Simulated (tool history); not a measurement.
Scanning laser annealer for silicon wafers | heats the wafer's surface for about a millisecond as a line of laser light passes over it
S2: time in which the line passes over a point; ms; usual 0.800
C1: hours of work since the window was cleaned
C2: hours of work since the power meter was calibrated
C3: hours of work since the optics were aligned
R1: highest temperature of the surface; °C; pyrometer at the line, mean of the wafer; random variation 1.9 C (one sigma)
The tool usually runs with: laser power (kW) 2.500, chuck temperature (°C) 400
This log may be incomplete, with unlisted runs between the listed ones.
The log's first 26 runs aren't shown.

{"run": 27, "day": 77.05, "laser power (kW)": 2.437, "S2": 0.977, "chuck temperature (°C)": 418, "C1": 363, "C2": 2676, "C3": 940, "R1": 1249}
{"day": 77.588, "done": "optics aligned, line set to its width"}
{"run": 28, "day": 80.65, "laser power (kW)": 2.5, "S2": 0.865, "chuck temperature (°C)": 400, "C1": 415, "C2": 2728, "C3": 47, "R1": 1200}
{"run": 29, "day": 84.225, "laser power (kW)": 2.543, "S2": 0.8, "chuck temperature (°C)": 400, "C1": 470, "C2": 2783, "C3": 102, "R1": 1171}
{"day": 86.042, "done": "window over the wafer cleaned"}
{"run": 30, "day": 88.392, "laser power (kW)": 2.609, "S2": 0.8, "chuck temperature (°C)": 400, "C1": 36, "C2": 2846, "C3": 164, "R1": 1248}
{"run": 31, "day": 91.746, "laser power (kW)": 2.609, "S2": 0.59, "chuck temperature (°C)": 400, "C1": 87, "C2": 2897, "C3": 216, "R1": 1106}
{"run": 32, "day": 94.288, "laser power (kW)": 2.609, "S2": 0.59, "chuck temperature (°C)": 432, "C1": 126, "C2": 2936, "C3": 255, "R1": 1131}
{"run": 33, "day": 96.988, "laser power (kW)": 2.399, "S2": 0.784, "chuck temperature (°C)": 392, "C1": 168, "C2": 2977, "C3": 296, "R1": 1135}
{"run": 34, "day": 98.867, "laser power (kW)": 2.166, "S2": 0.644, "chuck temperature (°C)": 402, "C1": 196, "C2": 3006, "C3": 325, "R1": 988}

Each row is a separate what-if for the run after 34, all from the same tool condition, not one after another. Results?
{"run": "A", "day": 103.079, "laser power (kW)": 2.5, "S2": 0.612, "chuck temperature (°C)": 400, "C1": 261, "C2": 3071, "C3": 389, "R1": "?"}
{"run": "B", "day": 103.079, "laser power (kW)": 2.273, "S2": 0.662, "chuck temperature (°C)": 400, "C1": 261, "C2": 3071, "C3": 389, "R1": "?"}
{"run": "C", "day": 103.079, "laser power (kW)": 2.166, "S2": 0.644, "chuck temperature (°C)": 364, "C1": 261, "C2": 3071, "C3": 389, "R1": "?"}
{"run": "D", "day": 103.079, "laser power (kW)": 2.235, "S2": 0.903, "chuck temperature (°C)": 388, "C1": 261, "C2": 3071, "C3": 389, "R1": "?"}

run=A R1=1067
run=B R1=1022
run=C R1=943
run=D R1=1123
The same runs, with their run-to-run variation unchanged, on a tool lacking any hidden condition would have given:
run=A R1=1077
run=B R1=1032
run=C R1=951
run=D R1=1134

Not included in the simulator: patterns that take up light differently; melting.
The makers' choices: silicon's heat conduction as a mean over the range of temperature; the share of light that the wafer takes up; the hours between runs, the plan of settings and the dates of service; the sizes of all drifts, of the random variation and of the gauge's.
